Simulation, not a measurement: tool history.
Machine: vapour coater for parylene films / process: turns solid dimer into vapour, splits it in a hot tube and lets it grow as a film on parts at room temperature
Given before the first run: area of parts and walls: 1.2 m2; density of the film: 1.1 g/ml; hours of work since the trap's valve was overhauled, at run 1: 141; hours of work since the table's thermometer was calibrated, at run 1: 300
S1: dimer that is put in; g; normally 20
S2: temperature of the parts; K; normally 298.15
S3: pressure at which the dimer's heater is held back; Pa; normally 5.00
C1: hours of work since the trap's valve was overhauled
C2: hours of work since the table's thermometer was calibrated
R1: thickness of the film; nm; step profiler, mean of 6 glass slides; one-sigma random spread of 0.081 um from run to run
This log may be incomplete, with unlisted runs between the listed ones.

run 1 hour=0.0 | S1=20 S2=298.15 S3=5.00 | C1=141 C2=300 | R1=8860
run 2 hour=14.0 | S1=20 S2=298.15 S3=5.00 | C1=151 C2=310 | R1=8760
run 3 hour=25.7 | S1=20 S2=298.15 S3=9.94 | C1=159 C2=318 | R1=7500
run 4 hour=39.3 | S1=20 S2=298.15 S3=9.19 | C1=168 C2=327 | R1=7630
run 5 hour=56.5 | S1=20 S2=298.15 S3=9.19 | C1=180 C2=339 | R1=7500
run 6 hour=76.7 | S1=20 S2=298.15 S3=9.19 | C1=194 C2=353 | R1=7530
run 7 hour=89.7 | S1=20 S2=298.15 S3=9.19 | C1=203 C2=362 | R1=7540
run 8 hour=106.6 | S1=20 S2=298.15 S3=9.19 | C1=215 C2=374 | R1=7410
run 9 hour=124.8 | S1=20 S2=298.15 S3=9.19 | C1=227 C2=387 | R1=7360
-- hour=137.6 trap's valve overhauled
run 10 hour=153.2 | S1=20 S2=298.15 S3=5.00 | C1=11 C2=403 | R1=9850
run 11 hour=170.5 | S1=20 S2=298.15 S3=5.00 | C1=23 C2=415 | R1=9740
run 12 hour=193.2 | S1=20 S2=298.15 S3=5.00 | C1=38 C2=431 | R1=9700
run 13 hour=209.7 | S1=20 S2=298.15 S3=5.00 | C1=50 C2=442 | R1=9600
run 14 hour=223.9 | S1=20 S2=298.15 S3=3.09 | C1=60 C2=452 | R1=10440
run 15 hour=237.0 | S1=20 S2=298.15 S3=3.09 | C1=69 C2=461 | R1=10210
run 16 hour=255.2 | S1=20 S2=298.15 S3=5.00 | C1=81 C2=474 | R1=9410
-- hour=258.2 table's thermometer calibrated
run 17 hour=270.6 | S1=20 S2=298.15 S3=5.00 | C1=91 C2=9 | R1=9380
run 18 hour=291.5 | S1=20 S2=306.15 S3=5.00 | C1=106 C2=23 | R1=6920
run 19 hour=312.3 | S1=15 S2=306.15 S3=6.19 | C1=120 C2=37 | R1=4950
run 20 hour=322.6 | S1=15 S2=306.15 S3=6.19 | C1=127 C2=45 | R1=4930
-- hour=329.5 table's thermometer calibrated, once more
run 21 hour=335.3 | S1=15 S2=306.15 S3=6.19 | C1=135 C2=4 | R1=4820
run 22 hour=346.2 | S1=15 S2=306.15 S3=6.19 | C1=143 C2=12 | R1=4860
run 23 hour=365.6 | S1=18 S2=296.15 S3=2.25 | C1=156 C2=25 | R1=10080
run 24 hour=388.7 | S1=18 S2=296.15 S3=2.25 | C1=172 C2=41 | R1=9800
run 25 hour=410.0 | S1=34 S2=293.15 S3=3.07 | C1=187 C2=56 | R1=19450
run 26 hour=429.2 | S1=34 S2=293.15 S3=3.07 | C1=200 C2=69 | R1=19050
run 27 hour=448.8 | S1=34 S2=293.15 S3=3.07 | C1=214 C2=83 | R1=19140
run 28 hour=467.7 | S1=20 S2=298.15 S3=2.77 | C1=227 C2=96 | R1=9590
-- hour=481.9 trap's valve overhauled
run 29 hour=495.0 | S1=20 S2=298.15 S3=2.77 | C1=9 C2=112 | R1=10950
run 30 hour=509.9 | S1=23 S2=306.15 S3=4.64 | C1=19 C2=122 | R1=8370
run 31 hour=522.9 | S1=21 S2=296.15 S3=2.25 | C1=28 C2=131 | R1=12660
run 32 hour=541.0 | S1=20 S2=290.15 S3=3.30 | C1=41 C2=144 | R1=13930
run 33 hour=564.0 | S1=20 S2=290.15 S3=3.30 | C1=57 C2=160 | R1=13510
run 34 hour=575.4 | S1=20 S2=290.15 S3=3.30 | C1=65 C2=167 | R1=13920
run 35 hour=597.2 | S1=15 S2=298.15 S3=5.00 | C1=80 C2=182 | R1=7000

What if the next run were any one of these 5? Each begins from the tool's condition after run 35:
run A hour=609.9 | S1=25 S2=298.15 S3=5.00 | C1=89 C2=191 | R1=?
run B hour=609.9 | S1=10 S2=293.15 S3=2.88 | C1=89 C2=191 | R1=?
run C hour=609.9 | S1=9 S2=301.15 S3=2.57 | C1=89 C2=191 | R1=?
run D hour=609.9 | S1=20 S2=306.15 S3=4.14 | C1=89 C2=191 | R1=?
run E hour=609.9 | S1=20 S2=290.15 S3=11.50 | C1=89 C2=191 | R1=?

run=A R1=11610
run=B R1=6210
run=C R1=4330
run=D R1=7330
run=E R1=10480
What these runs would have given with no unlogged condition in the tool:
run=A R1=12330
run=B R1=6600
run=C R1=4590
run=D R1=7790
run=E R1=11130
